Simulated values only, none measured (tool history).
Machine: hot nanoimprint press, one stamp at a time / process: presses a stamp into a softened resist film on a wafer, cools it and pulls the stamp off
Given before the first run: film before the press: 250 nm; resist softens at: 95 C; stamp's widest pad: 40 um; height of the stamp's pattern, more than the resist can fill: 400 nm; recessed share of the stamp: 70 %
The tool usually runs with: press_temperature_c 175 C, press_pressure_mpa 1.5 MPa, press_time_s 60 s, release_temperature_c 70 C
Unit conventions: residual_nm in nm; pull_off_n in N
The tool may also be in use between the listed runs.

run   hour  press_temperature_c  press_pressure_mpa  press_time_s  release_temperature_c  residual_nm  pull_off_n
  1      0                  175                 1.5            60                     70        133.4          93
  2   20.6                  172                 1.5            60                     70        143.1          98
  3   33.6                  172                 1.5            60                     70        143.8          95
  4   47.2                  175                 1.5            60                     66        133.7          97
  5   57.3                  167                 1.5            60                     70        162.4          93
  6   72.3                  169                 1.5            60                     70        154.8          92
  7   83.9                  169                 1.5            60                     70          155          95
  8  100.8                  173                 1.5            60                     70        140.9          95
     112.6  -- stamp cleaned and given a new release coat
     124.5  -- press's hydraulic seals changed and the load cell set to zero
  9  132.7                  173                 1.5            60                     70          140          95
 10  150.6                  175                 1.5            60                     70        132.2          95
 11  162.7                  175                 1.5            60                     70        132.5          96
 12  179.9                  175                0.97            60                     70        159.8          92
 13    193                  175                 1.5            60                     70        133.1          94
 14  207.1                  175                 1.5            60                     70        131.7          92
 15  222.8                  175                 1.5            60                     70        133.6          94
 16  231.8                  169                2.18            40                     70        151.4          94
 17  243.5                  169                2.18            66                     70        127.3          92
 18  260.3                  175                 1.5            96                     70        112.9          93
 19    272                  175                2.15           114                     72         88.7          92
 20  291.4                  175                2.15           114                     72         88.2          91
     303.3  -- stamp cleaned and given a new release coat
 21  316.3                  166                1.11            39                     56        199.5         100
 22  330.5                  166                2.33            39                     56          160         103
 23  349.5                  175                 1.5            46                     70        143.1          93
 24  359.7                  175                1.07            60                     74        152.5          89
 25  370.1                  175                1.07            60                     74        151.2          88
 26  383.6                  185                 1.5            33                     70        126.5          91
 27  395.8                  178                1.27            70                     70        124.9          94
 28  412.2                  175                 1.5            50                     70        140.5          92
 29    431                  175                 1.5            32                     70        161.1          97
 30  446.4                  175                 1.5            32                     70        161.4          93

Forecast each of these 4 alternatives for the next run:
  A  455.4                  175                0.97           116                     64            ?           ?
  B  455.4                  175                0.94            90                     70            ?           ?
  C  455.4                  175                1.19            60                     70            ?           ?
  D  455.4                  169                 1.5            32                     70            ?           ?

run  residual_nm  pull_off_n
  A        128.6          98
  B        140.7          92
  C        146.3          94
  D        182.2          90
Had the tool no hidden state, the same runs would have come out as:
run  residual_nm  pull_off_n
  A        128.8          98
  B        140.8          91
  C        146.5          93
  D        182.4          89
